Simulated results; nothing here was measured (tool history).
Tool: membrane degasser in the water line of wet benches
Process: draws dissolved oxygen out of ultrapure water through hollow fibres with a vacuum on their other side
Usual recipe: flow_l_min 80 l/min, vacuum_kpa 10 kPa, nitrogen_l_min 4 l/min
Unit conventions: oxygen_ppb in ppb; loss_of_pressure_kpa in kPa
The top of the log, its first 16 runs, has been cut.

| run | hour | flow_l_min | vacuum_kpa | nitrogen_l_min | hours since the membrane was changed | hours since the vacuum gauge was calibrated | hours since the vacuum lines were made tight | oxygen_ppb | loss_of_pressure_kpa |
|---|---|---|---|---|---|---|---|---|---|
| 17 | 1299.8 | 70 | 8.5 | 8.2 | 6182 | 1138 | 486 | 329.5 | 37.16 |
| 18 | 1359 | 70 | 8.5 | 8.2 | 6241 | 1197 | 545 | 322.6 | 36.58 |
| 19 | 1427.5 | 70 | 8.5 | 8.2 | 6309 | 1266 | 614 | 317.3 | 36.93 |
| 20 | 1522.4 | 70 | 6.3 | 1.68 | 6404 | 1361 | 709 | 468.3 | 37.17 |
| 21 | 1632.3 | 70 | 6.3 | 1.68 | 6514 | 1470 | 819 | 465 | 37.1 |
| 22 | 1697.5 | 86 | 22.2 | 4 | 6579 | 1536 | 884 | 1139.5 | 45.61 |
| 23 | 1784.7 | 74 | 19.2 | 10.54 | 6667 | 1623 | 971 | 514.8 | 39.26 |
| 24 | 1877.4 | 74 | 19.2 | 8.25 | 6759 | 1716 | 1064 | 571.6 | 39.09 |
| 25 | 1966.1 | 102 | 10.9 | 5.76 | 6848 | 1804 | 1152 | 853.7 | 54.45 |
| 26 | 2083.2 | 65 | 6.5 | 4.34 | 6965 | 1921 | 1270 | 291.9 | 34.33 |
| 27 | 2181.7 | 52 | 10 | 2.68 | 7064 | 2020 | 1368 | 367 | 27.52 |
| 28 | 2285.2 | 52 | 10 | 2.68 | 7167 | 2123 | 1472 | 371.3 | 27.54 |
| 29 | 2372.6 | 52 | 10 | 2.68 | 7254 | 2211 | 1559 | 367.4 | 27.8 |
| 30 | 2472.5 | 59 | 10.9 | 3.11 | 7354 | 2311 | 1659 | 452.4 | 31.66 |
| 31 | 2583.8 | 59 | 10.9 | 3.11 | 7466 | 2422 | 1770 | 446.1 | 31.36 |
| 32 | 2695.1 | 59 | 14.4 | 3.6 | 7577 | 2533 | 1881 | 520.6 | 31.6 |

Here are 3 independent what-if runs from the current tool condition. What would each one return?
| A | 2813.8 | 101 | 10 | 4 | 7696 | 2652 | 2000 | ? | ? |
| B | 2813.8 | 59 | 13.2 | 3.34 | 7696 | 2652 | 2000 | ? | ? |
| C | 2813.8 | 114 | 17.1 | 2.79 | 7696 | 2652 | 2000 | ? | ? |

| run | oxygen_ppb | loss_of_pressure_kpa |
|---|---|---|
| A | 882.3 | 54.19 |
| B | 504 | 31.57 |
| C | 1589.3 | 61.33 |
Take away the tool's hidden state, keep each run's random variation, and the runs would have read:
| run | oxygen_ppb | loss_of_pressure_kpa |
|---|---|---|
| A | 807.2 | 51.33 |
| B | 476.4 | 29.9 |
| C | 1512.9 | 58.11 |

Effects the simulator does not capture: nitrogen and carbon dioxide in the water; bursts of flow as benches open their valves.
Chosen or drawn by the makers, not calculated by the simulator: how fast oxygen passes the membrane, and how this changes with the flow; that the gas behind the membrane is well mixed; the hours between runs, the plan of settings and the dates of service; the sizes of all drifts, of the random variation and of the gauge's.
